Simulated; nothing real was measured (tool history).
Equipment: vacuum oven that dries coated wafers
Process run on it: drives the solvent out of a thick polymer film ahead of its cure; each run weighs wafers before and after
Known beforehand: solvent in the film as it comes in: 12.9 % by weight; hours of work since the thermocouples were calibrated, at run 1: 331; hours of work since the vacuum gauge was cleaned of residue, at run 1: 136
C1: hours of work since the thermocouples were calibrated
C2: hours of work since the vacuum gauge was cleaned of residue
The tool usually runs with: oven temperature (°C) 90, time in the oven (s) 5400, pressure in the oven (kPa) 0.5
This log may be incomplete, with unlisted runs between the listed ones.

Run 1, hour 0: usual settings; C1 331; C2 136. Result: solvent left in the film (%) 1.23.
Run 2, hour 19.8: usual settings; C1 339; C2 144. Result: solvent left in the film (%) 1.2.
Run 3, hour 54.9: usual settings; C1 354; C2 159. Result: solvent left in the film (%) 1.14.
Run 4, hour 72.8: usual settings; C1 362; C2 166. Result: solvent left in the film (%) 1.22.
Run 5, hour 97.3: usual settings but oven temperature (°C) 105; C1 372; C2 177. Result: solvent left in the film (%) 0.33.
Run 6, hour 133.8: usual settings but oven temperature (°C) 105; C1 387; C2 192. Result: solvent left in the film (%) 0.42.
At hour 138.5: oven's thermocouples calibrated.
Run 7, hour 156.5: usual settings but oven temperature (°C) 105; C1 8; C2 201. Result: solvent left in the film (%) 0.36.
Run 8, hour 175.2: usual settings but pressure in the oven (kPa) 0.415; C1 16; C2 209. Result: solvent left in the film (%) 0.96.
Run 9, hour 196.9: usual settings but oven temperature (°C) 86, time in the oven (s) 6540, pressure in the oven (kPa) 1.104; C1 25; C2 218. Result: solvent left in the film (%) 1.84.
Run 10, hour 229.9: usual settings but oven temperature (°C) 81, time in the oven (s) 3660; C1 39; C2 232. Result: solvent left in the film (%) 4.1.

3 options for the next run, each taken on its own from the tool as it stands now. Forecast them:
Run A, hour 261.4: usual settings but time in the oven (s) 6240, pressure in the oven (kPa) 0.971; C1 52; C2 245. Result: solvent left in the film (%) ?.
Run B, hour 261.4: usual settings but pressure in the oven (kPa) 0.25; C1 52; C2 245. Result: solvent left in the film (%) ?.
Run C, hour 261.4: usual settings but oven temperature (°C) 81, time in the oven (s) 6000, pressure in the oven (kPa) 0.279; C1 52; C2 245. Result: solvent left in the film (%) ?.

run  solvent left in the film (%)
  A                          1.35
  B                          0.98
  C                          2.23
With the hidden condition removed and each run's random variation left untouched, the same runs would have given:
run  solvent left in the film (%)
  A                          1.29
  B                          0.91
  C                          2.13
